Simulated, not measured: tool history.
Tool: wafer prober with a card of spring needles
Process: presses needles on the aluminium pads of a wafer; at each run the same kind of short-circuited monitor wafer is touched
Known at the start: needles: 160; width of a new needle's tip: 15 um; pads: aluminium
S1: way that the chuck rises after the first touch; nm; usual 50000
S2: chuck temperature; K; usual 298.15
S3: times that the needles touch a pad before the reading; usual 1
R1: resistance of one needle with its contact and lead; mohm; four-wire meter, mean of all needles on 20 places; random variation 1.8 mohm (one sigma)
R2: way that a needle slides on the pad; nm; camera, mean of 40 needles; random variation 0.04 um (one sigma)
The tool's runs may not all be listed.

run,hour,S1,S2,S3,R1,R2
1,0,50000,298.15,1,189,11200
# hour 2.5: tips cleaned on abrasive film
2,8.3,50000,298.15,1,193,11130
# hour 15.3: tips cleaned on abrasive film
3,16.6,50000,298.15,1,189,11110
4,25,50000,298.15,1,188,11180
# hour 27.7: tips cleaned on abrasive film
5,31.7,50000,298.15,1,190,11100
# hour 39.7: tips cleaned on abrasive film
6,40.5,50000,298.15,1,191,11120
7,49.5,50000,298.15,1,190,11030
# hour 51.8: tips cleaned on abrasive film
8,56.6,50000,298.15,1,195,11100
9,61,50000,298.15,1,188,11090
# hour 63.9: tips cleaned on abrasive film
10,65.3,50000,298.15,1,189,11010
11,71.7,50000,298.15,1,195,11040
# hour 76: tips cleaned on abrasive film
12,76.7,50000,298.15,1,189,10970
13,84.1,50000,298.15,1,191,10990
# hour 88.2: tips cleaned on abrasive film
14,88.2,50000,298.15,1,188,11070
15,95.5,50000,298.15,1,190,11040
# hour 100.6: tips cleaned on abrasive film
16,104.5,50000,298.15,1,190,10950
17,110.9,38000,390.15,2,219,8380
# hour 112.9: tips cleaned on abrasive film
18,117.7,38000,389.15,1,217,8310
19,124.4,50000,316.15,3,194,10960
# hour 124.9: tips cleaned on abrasive film
20,131,47000,336.15,3,200,10260
# hour 132.4: gauge calibrated
# hour 136.9: tips cleaned on abrasive film
21,139.3,50000,348.15,2,203,11100
22,147.8,70000,350.15,1,198,15530
# hour 148.9: tips cleaned on abrasive film
23,154.4,31000,350.15,1,214,6820
# hour 161.1: tips cleaned on abrasive film
24,161.1,53000,355.15,1,204,11720
25,167.8,42000,298.15,1,191,9350
# hour 173.3: tips cleaned on abrasive film
26,175.2,69000,317.15,1,189,15320
27,180,32000,366.15,2,213,7100
# hour 185.4: tips cleaned on abrasive film
28,185.9,34000,310.15,2,201,7520
29,191.2,50000,344.15,2,198,11070
# hour 197.7: tips cleaned on abrasive film
30,198.5,50000,344.15,1,202,11020
31,205.9,40000,354.15,3,209,8790
# hour 209.7: tips cleaned on abrasive film
32,210.3,40000,354.15,3,208,8890

4 ways to go on from here, each from the tool as it stands after run 32. What would each give?
A,215.5,40000,347.15,3,?,?
B,215.5,43000,333.15,3,?,?
C,215.5,50000,304.15,2,?,?
D,215.5,40000,354.15,2,?,?

run,R1,R2
A,204,8800
B,201,9480
C,190,11040
D,209,8880
Without the tool's hidden state the same runs would have given:
run,R1,R2
A,204,8920
B,201,9610
C,190,11190
D,209,9000
